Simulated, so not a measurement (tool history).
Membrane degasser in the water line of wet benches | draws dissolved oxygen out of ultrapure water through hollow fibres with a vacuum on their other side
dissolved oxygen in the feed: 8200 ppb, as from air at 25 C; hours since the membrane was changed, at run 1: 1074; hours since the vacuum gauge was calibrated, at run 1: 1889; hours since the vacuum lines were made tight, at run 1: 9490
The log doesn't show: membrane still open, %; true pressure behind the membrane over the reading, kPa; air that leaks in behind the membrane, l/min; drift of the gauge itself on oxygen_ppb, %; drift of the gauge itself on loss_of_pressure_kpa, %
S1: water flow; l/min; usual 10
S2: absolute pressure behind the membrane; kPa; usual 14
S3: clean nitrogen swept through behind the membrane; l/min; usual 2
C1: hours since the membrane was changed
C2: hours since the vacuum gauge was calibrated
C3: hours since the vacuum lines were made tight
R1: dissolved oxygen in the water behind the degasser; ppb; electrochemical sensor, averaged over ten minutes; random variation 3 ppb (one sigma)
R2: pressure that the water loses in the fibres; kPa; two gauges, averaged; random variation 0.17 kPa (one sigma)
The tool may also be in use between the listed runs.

Run 1, day 0: usual settings; C1 1074; C2 1889; C3 9490. Result: R1 311.3 ppb, R2 25.82 kPa.
Run 2, day 3.404: usual settings but S3 2.11 l/min; C1 1156; C2 1971; C3 9572. Result: R1 300.3 ppb, R2 25.35 kPa.
Run 3, day 6.4: usual settings but S3 2.11 l/min; C1 1228; C2 2043; C3 9644. Result: R1 308.1 ppb, R2 25.38 kPa.
Run 4, day 9.208: usual settings; C1 1295; C2 2110; C3 9711. Result: R1 310.3 ppb, R2 25.25 kPa.
Run 5, day 11.317: usual settings; C1 1346; C2 2161; C3 9762. Result: R1 309.9 ppb, R2 25.68 kPa.
Run 6, day 13.646: usual settings but S3 1.36 l/min; C1 1402; C2 2217; C3 9818. Result: R1 368.4 ppb, R2 25.69 kPa.
Run 7, day 17.092: usual settings but S3 1.36 l/min; C1 1485; C2 2299; C3 9900. Result: R1 372.8 ppb, R2 25.67 kPa.
Run 8, day 20.379: usual settings but S1 12 l/min, S3 0.8 l/min; C1 1563; C2 2378; C3 9979. Result: R1 679.2 ppb, R2 30.61 kPa.
Run 9, day 23.442: usual settings but S1 15 l/min, S2 13.1 kPa, S3 4.19 l/min; C1 1637; C2 2452; C3 10053. Result: R1 628.3 ppb, R2 38.22 kPa.
Run 10, day 26.208: usual settings but S3 2.08 l/min; C1 1703; C2 2518; C3 10119. Result: R1 311.8 ppb, R2 25.17 kPa.
Run 11, day 29.242: usual settings but S1 9 l/min, S2 24.5 kPa; C1 1776; C2 2591; C3 10192. Result: R1 352.5 ppb, R2 22.89 kPa.
Run 12, day 31.771: usual settings but S1 9 l/min, S2 24.5 kPa; C1 1837; C2 2652; C3 10253. Result: R1 363.2 ppb, R2 23.11 kPa.

Forecast run 13:
Run 13, day 34.092: usual settings but S1 9 l/min, S2 24.5 kPa; C1 1893; C2 2707; C3 10308. Result: R1 ?, R2 ?.

Run 13 gave R1 360.1 ppb, R2 23 kPa.
Without the tool's hidden state the same run would have given R1 345.1 ppb, R2 22.76 kPa.
